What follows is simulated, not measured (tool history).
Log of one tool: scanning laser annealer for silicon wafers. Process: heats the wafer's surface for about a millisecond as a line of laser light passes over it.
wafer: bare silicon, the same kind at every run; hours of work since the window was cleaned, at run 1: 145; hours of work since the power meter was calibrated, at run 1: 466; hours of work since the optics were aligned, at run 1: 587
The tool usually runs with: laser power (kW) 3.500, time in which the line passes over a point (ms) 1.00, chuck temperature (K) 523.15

| run | hour | laser power (kW) | time in which the line passes over a point (ms) | chuck temperature (K) | hours of work since the window was cleaned | hours of work since the power meter was calibrated | hours of work since the optics were aligned | highest temperature of the surface (K) |
|---|---|---|---|---|---|---|---|---|
| 1 | 0.0 | 3.500 | 1.00 | 523.15 | 145 | 466 | 587 | 1243.15 |
| 2 | 18.0 | 3.500 | 1.00 | 523.15 | 156 | 476 | 597 | 1244.15 |
| 3 | 35.6 | 3.500 | 1.00 | 523.15 | 165 | 486 | 607 | 1242.15 |
| 4 | 67.7 | 3.500 | 1.00 | 523.15 | 183 | 504 | 625 | 1242.15 |
| 5 | 97.6 | 3.500 | 0.99 | 523.15 | 200 | 521 | 642 | 1232.15 |
| 6 | 121.6 | 3.500 | 1.13 | 523.15 | 214 | 535 | 655 | 1283.15 |
| 7 | 149.1 | 3.500 | 1.13 | 523.15 | 229 | 550 | 671 | 1282.15 |
| 8 | 167.8 | 3.500 | 1.00 | 523.15 | 240 | 561 | 681 | 1236.15 |
| 9 | 197.1 | 3.500 | 1.00 | 523.15 | 256 | 577 | 698 | 1233.15 |
| 10 | 220.1 | 3.500 | 1.00 | 523.15 | 269 | 590 | 710 | 1233.15 |
| 11 | 233.6 | 3.500 | 1.16 | 523.15 | 277 | 598 | 718 | 1286.15 |
| 12 | 264.8 | 3.500 | 1.24 | 523.15 | 294 | 615 | 736 | 1313.15 |
| 13 | 286.9 | 3.500 | 1.24 | 523.15 | 307 | 627 | 748 | 1310.15 |
| 14 | 310.7 | 3.500 | 1.24 | 523.15 | 320 | 641 | 761 | 1312.15 |
| 15 | 337.9 | 3.500 | 1.24 | 523.15 | 335 | 656 | 777 | 1313.15 |
| 16 | 367.1 | 3.500 | 1.00 | 537.15 | 352 | 672 | 793 | 1236.15 |
| 17 | 382.3 | 3.500 | 1.00 | 523.15 | 360 | 681 | 802 | 1225.15 |
| 18 | 413.2 | 3.500 | 1.00 | 523.15 | 377 | 698 | 819 | 1221.15 |
| 19 | 437.7 | 3.500 | 1.00 | 523.15 | 391 | 712 | 833 | 1221.15 |
| 20 | 469.3 | 3.500 | 1.00 | 523.15 | 409 | 730 | 850 | 1219.15 |
| 21 | 493.6 | 3.500 | 1.00 | 540.15 | 423 | 744 | 864 | 1230.15 |
| 22 | 515.3 | 3.500 | 1.00 | 515.15 | 435 | 756 | 876 | 1208.15 |
| 23 | 537.8 | 3.584 | 0.72 | 507.15 | 447 | 768 | 889 | 1107.15 |
| 24 | 555.5 | 3.089 | 1.17 | 523.15 | 457 | 778 | 899 | 1162.15 |
| 25 | 579.6 | 3.089 | 1.17 | 523.15 | 471 | 792 | 912 | 1164.15 |
| 26 | 600.6 | 3.089 | 1.17 | 523.15 | 483 | 804 | 924 | 1166.15 |
| 27 | 620.4 | 3.572 | 1.08 | 543.15 | 494 | 815 | 935 | 1276.15 |
| 28 | 641.7 | 3.572 | 1.08 | 543.15 | 506 | 827 | 947 | 1279.15 |
| 29 | 662.8 | 3.021 | 1.11 | 537.15 | 518 | 839 | 959 | 1141.15 |
| 30 | 682.9 | 3.021 | 1.11 | 537.15 | 529 | 850 | 970 | 1140.15 |
| 31 | 712.0 | 3.500 | 0.95 | 542.15 | 545 | 866 | 987 | 1205.15 |
| 32 | 744.1 | 3.802 | 1.00 | 523.15 | 563 | 884 | 1005 | 1276.15 |
| 33 | 765.8 | 3.613 | 1.05 | 523.15 | 575 | 896 | 1017 | 1246.15 |
| 34 | 797.1 | 3.808 | 0.97 | 523.15 | 593 | 914 | 1035 | 1264.15 |
| 35 | 826.5 | 3.808 | 0.97 | 523.15 | 610 | 930 | 1051 | 1261.15 |
|  | 847.4 | window over the wafer cleaned |
| 36 | 852.6 | 3.746 | 0.87 | 506.15 | 3 | 944 | 1065 | 1240.15 |
| 37 | 871.1 | 3.331 | 1.23 | 535.15 | 13 | 954 | 1075 | 1292.15 |
| 38 | 891.5 | 3.636 | 1.23 | 510.15 | 25 | 966 | 1086 | 1351.15 |
| 39 | 908.8 | 3.503 | 0.97 | 552.15 | 35 | 976 | 1096 | 1261.15 |
| 40 | 924.5 | 3.000 | 1.05 | 518.15 | 43 | 984 | 1105 | 1128.15 |
| 41 | 944.8 | 3.125 | 0.88 | 523.15 | 55 | 996 | 1116 | 1111.15 |

4 ways to go on from here, each from the tool as it stands after run 41. What would each give?
| A | 959.5 | 3.500 | 0.96 | 523.15 | 63 | 1004 | 1125 | ? |
| B | 959.5 | 3.655 | 0.86 | 561.15 | 63 | 1004 | 1125 | ? |
| C | 959.5 | 3.810 | 0.88 | 523.15 | 63 | 1004 | 1125 | ? |
| D | 959.5 | 3.500 | 0.97 | 547.15 | 63 | 1004 | 1125 | ? |

| run | highest temperature of the surface (K) |
|---|---|
| A | 1227.15 |
| B | 1264.15 |
| C | 1266.15 |
| D | 1253.15 |
Had the tool no hidden state, the same runs would have come out as:
| run | highest temperature of the surface (K) |
|---|---|
| A | 1257.15 |
| B | 1294.15 |
| C | 1297.15 |
| D | 1284.15 |

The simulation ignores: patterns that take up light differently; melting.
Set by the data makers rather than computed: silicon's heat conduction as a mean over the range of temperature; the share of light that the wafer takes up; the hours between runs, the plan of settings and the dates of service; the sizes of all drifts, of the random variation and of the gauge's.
